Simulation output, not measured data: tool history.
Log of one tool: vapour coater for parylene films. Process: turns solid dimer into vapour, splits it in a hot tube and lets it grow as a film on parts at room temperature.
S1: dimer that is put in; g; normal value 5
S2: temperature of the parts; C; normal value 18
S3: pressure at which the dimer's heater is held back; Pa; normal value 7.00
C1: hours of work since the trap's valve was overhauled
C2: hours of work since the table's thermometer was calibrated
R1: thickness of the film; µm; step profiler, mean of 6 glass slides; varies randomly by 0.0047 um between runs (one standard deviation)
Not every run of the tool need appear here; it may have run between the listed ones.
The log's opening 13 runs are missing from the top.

run 14 day=9.300 | S1=5 S2=18 S3=7.00 | C1=665 C2=457 | R1=0.744
-- day=9.992 trap's valve overhauled
run 15 day=10.333 | S1=8 S2=18 S3=7.00 | C1=5 C2=469 | R1=1.199
run 16 day=10.975 | S1=8 S2=18 S3=7.00 | C1=14 C2=479 | R1=1.196
run 17 day=11.858 | S1=5 S2=18 S3=7.00 | C1=27 C2=491 | R1=0.750
run 18 day=12.483 | S1=6 S2=28 S3=3.53 | C1=36 C2=500 | R1=0.917
run 19 day=13.438 | S1=5 S2=26 S3=3.15 | C1=49 C2=514 | R1=0.799
run 20 day=13.867 | S1=3 S2=13 S3=7.00 | C1=55 C2=520 | R1=0.484
run 21 day=14.350 | S1=6 S2=18 S3=10.50 | C1=62 C2=527 | R1=0.816
run 22 day=15.162 | S1=3 S2=15 S3=7.00 | C1=74 C2=538 | R1=0.477
run 23 day=15.942 | S1=3 S2=15 S3=7.00 | C1=85 C2=549 | R1=0.476
run 24 day=16.746 | S1=3 S2=15 S3=7.00 | C1=96 C2=561 | R1=0.475
run 25 day=17.683 | S1=3 S2=13 S3=5.57 | C1=110 C2=574 | R1=0.510
run 26 day=18.458 | S1=3 S2=25 S3=2.51 | C1=121 C2=585 | R1=0.513
run 27 day=19.258 | S1=2 S2=15 S3=9.78 | C1=132 C2=597 | R1=0.288
run 28 day=20.050 | S1=9 S2=18 S3=7.00 | C1=143 C2=608 | R1=1.337
run 29 day=20.458 | S1=7 S2=18 S3=4.87 | C1=149 C2=614 | R1=1.143
run 30 day=21.033 | S1=5 S2=15 S3=2.11 | C1=157 C2=622 | R1=1.039
run 31 day=21.475 | S1=5 S2=15 S3=2.11 | C1=164 C2=628 | R1=1.034
run 32 day=22.100 | S1=4 S2=18 S3=4.96 | C1=173 C2=637 | R1=0.640
run 33 day=22.896 | S1=4 S2=18 S3=5.69 | C1=184 C2=649 | R1=0.624
run 34 day=23.342 | S1=5 S2=19 S3=4.46 | C1=190 C2=655 | R1=0.818

Predict each of these 4 candidate next runs independently; none follows another, all start after run 34:
run A day=23.767 | S1=5 S2=29 S3=12.00 | C1=196 C2=661 | R1=?
run B day=23.767 | S1=8 S2=19 S3=3.95 | C1=196 C2=661 | R1=?
run C day=23.767 | S1=5 S2=22 S3=4.46 | C1=196 C2=661 | R1=?
run D day=23.767 | S1=3 S2=29 S3=7.00 | C1=196 C2=661 | R1=?

run=A R1=0.555
run=B R1=1.343
run=C R1=0.787
run=D R1=0.379
Take away the tool's hidden state, keep each run's random variation, and the runs would have read:
run=A R1=0.556
run=B R1=1.344
run=C R1=0.788
run=D R1=0.380

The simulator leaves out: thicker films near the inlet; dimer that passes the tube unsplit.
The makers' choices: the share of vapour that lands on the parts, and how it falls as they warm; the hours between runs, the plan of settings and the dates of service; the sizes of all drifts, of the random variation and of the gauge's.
